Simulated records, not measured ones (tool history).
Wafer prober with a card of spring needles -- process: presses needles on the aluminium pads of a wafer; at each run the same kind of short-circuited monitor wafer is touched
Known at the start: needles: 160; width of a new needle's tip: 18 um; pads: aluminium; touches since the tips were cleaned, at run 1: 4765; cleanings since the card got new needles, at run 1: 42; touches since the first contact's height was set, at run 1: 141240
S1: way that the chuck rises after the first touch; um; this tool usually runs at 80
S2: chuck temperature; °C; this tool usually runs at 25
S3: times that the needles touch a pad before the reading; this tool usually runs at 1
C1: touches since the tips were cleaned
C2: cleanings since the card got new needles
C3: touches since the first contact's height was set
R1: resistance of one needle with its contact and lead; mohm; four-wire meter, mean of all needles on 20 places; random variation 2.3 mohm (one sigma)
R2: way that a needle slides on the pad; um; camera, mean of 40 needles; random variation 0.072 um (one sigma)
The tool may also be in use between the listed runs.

{"run": 1, "hour": 0.0, "S1": 80, "S2": 25, "S3": 1, "C1": 4765, "C2": 42, "C3": 141240, "R1": 427, "R2": 18.75}
{"hour": 8.5, "done": "tips cleaned on abrasive film"}
{"hour": 24.8, "done": "tips cleaned on abrasive film"}
{"hour": 31.1, "done": "height of the first contact set anew"}
{"run": 2, "hour": 31.1, "S1": 80, "S2": 25, "S3": 1, "C1": 3499, "C2": 44, "C3": 0, "R1": 398, "R2": 19.26}
{"hour": 41.6, "done": "tips cleaned on abrasive film"}
{"run": 3, "hour": 52.2, "S1": 80, "S2": 25, "S3": 1, "C1": 6217, "C2": 45, "C3": 12295, "R1": 436, "R2": 19.29}
{"hour": 58.6, "done": "tips cleaned on abrasive film"}
{"run": 4, "hour": 71.8, "S1": 80, "S2": 25, "S3": 1, "C1": 7707, "C2": 46, "C3": 23734, "R1": 441, "R2": 19.16}
{"hour": 75.7, "done": "tips cleaned on abrasive film"}
{"hour": 92.4, "done": "tips cleaned on abrasive film"}
{"run": 5, "hour": 101.0, "S1": 80, "S2": 25, "S3": 1, "C1": 5038, "C2": 48, "C3": 40726, "R1": 418, "R2": 19.12}
{"hour": 109.3, "done": "tips cleaned on abrasive film"}
{"hour": 126.5, "done": "tips cleaned on abrasive film"}
{"run": 6, "hour": 137.9, "S1": 78, "S2": 25, "S3": 1, "C1": 6670, "C2": 50, "C3": 62242, "R1": 454, "R2": 18.51}
{"hour": 144.3, "done": "tips cleaned on abrasive film"}
{"hour": 161.3, "done": "tips cleaned on abrasive film"}
{"run": 7, "hour": 174.2, "S1": 78, "S2": 25, "S3": 1, "C1": 7520, "C2": 52, "C3": 83346, "R1": 458, "R2": 18.5}
{"hour": 176.7, "done": "tips cleaned on abrasive film"}
{"hour": 194.3, "done": "tips cleaned on abrasive film"}
{"run": 8, "hour": 195.9, "S1": 78, "S2": 25, "S3": 1, "C1": 927, "C2": 54, "C3": 95948, "R1": 352, "R2": 18.41}
{"hour": 211.8, "done": "tips cleaned on abrasive film"}
{"run": 9, "hour": 225.2, "S1": 60, "S2": 25, "S3": 1, "C1": 7846, "C2": 55, "C3": 113086, "R1": 595, "R2": 14.03}
{"hour": 228.3, "done": "tips cleaned on abrasive film"}
{"hour": 246.4, "done": "tips cleaned on abrasive film"}
{"run": 10, "hour": 246.4, "S1": 80, "S2": 25, "S3": 3, "C1": 0, "C2": 57, "C3": 125382, "R1": 265, "R2": 18.93}
{"hour": 263.0, "done": "tips cleaned on abrasive film"}
{"hour": 281.5, "done": "tips cleaned on abrasive film"}
{"run": 11, "hour": 283.2, "S1": 80, "S2": 25, "S3": 3, "C1": 995, "C2": 59, "C3": 146830, "R1": 285, "R2": 18.77}
{"hour": 299.9, "done": "tips cleaned on abrasive film"}
{"hour": 304.8, "done": "height of the first contact set anew"}
{"hour": 318.7, "done": "tips cleaned on abrasive film"}
{"run": 12, "hour": 321.3, "S1": 83, "S2": 33, "S3": 2, "C1": 1511, "C2": 61, "C3": 9614, "R1": 310, "R2": 19.92}
{"hour": 334.5, "done": "tips cleaned on abrasive film"}
{"run": 13, "hour": 346.1, "S1": 95, "S2": 37, "S3": 2, "C1": 6764, "C2": 62, "C3": 24080, "R1": 332, "R2": 22.7}
{"hour": 350.6, "done": "tips cleaned on abrasive film"}
{"hour": 366.9, "done": "tips cleaned on abrasive film"}
{"run": 14, "hour": 366.9, "S1": 78, "S2": 51, "S3": 2, "C1": 0, "C2": 64, "C3": 36179, "R1": 277, "R2": 18.57}
{"hour": 385.0, "done": "tips cleaned on abrasive film"}
{"hour": 402.0, "done": "tips cleaned on abrasive film"}
{"run": 15, "hour": 402.5, "S1": 80, "S2": 43, "S3": 2, "C1": 269, "C2": 66, "C3": 56898, "R1": 293, "R2": 19.0}
{"hour": 418.6, "done": "tips cleaned on abrasive film"}
{"run": 16, "hour": 421.9, "S1": 72, "S2": 91, "S3": 1, "C1": 1947, "C2": 67, "C3": 68200, "R1": 424, "R2": 17.1}

5 ways to go on from here, each from the tool as it stands after run 16. What would each give?
{"hour": 436.6, "done": "tips cleaned on abrasive film"}
{"run": "A", "hour": 441.6, "S1": 83, "S2": 25, "S3": 2, "C1": 2905, "C2": 68, "C3": 79666, "R1": "?", "R2": "?"}
{"hour": 436.6, "done": "tips cleaned on abrasive film"}
{"run": "B", "hour": 441.6, "S1": 72, "S2": 58, "S3": 1, "C1": 2905, "C2": 68, "C3": 79666, "R1": "?", "R2": "?"}
{"hour": 436.6, "done": "tips cleaned on abrasive film"}
{"run": "C", "hour": 441.6, "S1": 70, "S2": 114, "S3": 1, "C1": 2905, "C2": 68, "C3": 79666, "R1": "?", "R2": "?"}
{"hour": 436.6, "done": "tips cleaned on abrasive film"}
{"run": "D", "hour": 441.6, "S1": 94, "S2": 91, "S3": 2, "C1": 2905, "C2": 68, "C3": 79666, "R1": "?", "R2": "?"}
{"hour": 436.6, "done": "tips cleaned on abrasive film"}
{"run": "E", "hour": 441.6, "S1": 76, "S2": 78, "S3": 1, "C1": 2905, "C2": 68, "C3": 79666, "R1": "?", "R2": "?"}

run=A R1=351 R2=19.69
run=B R1=463 R2=17.15
run=C R1=484 R2=16.59
run=D R1=344 R2=22.28
run=E R1=450 R2=17.96
With no hidden state in the tool, these same runs would have given:
run=A R1=253 R2=19.89
run=B R1=263 R2=17.35
run=C R1=287 R2=16.79
run=D R1=273 R2=22.48
run=E R1=273 R2=18.16
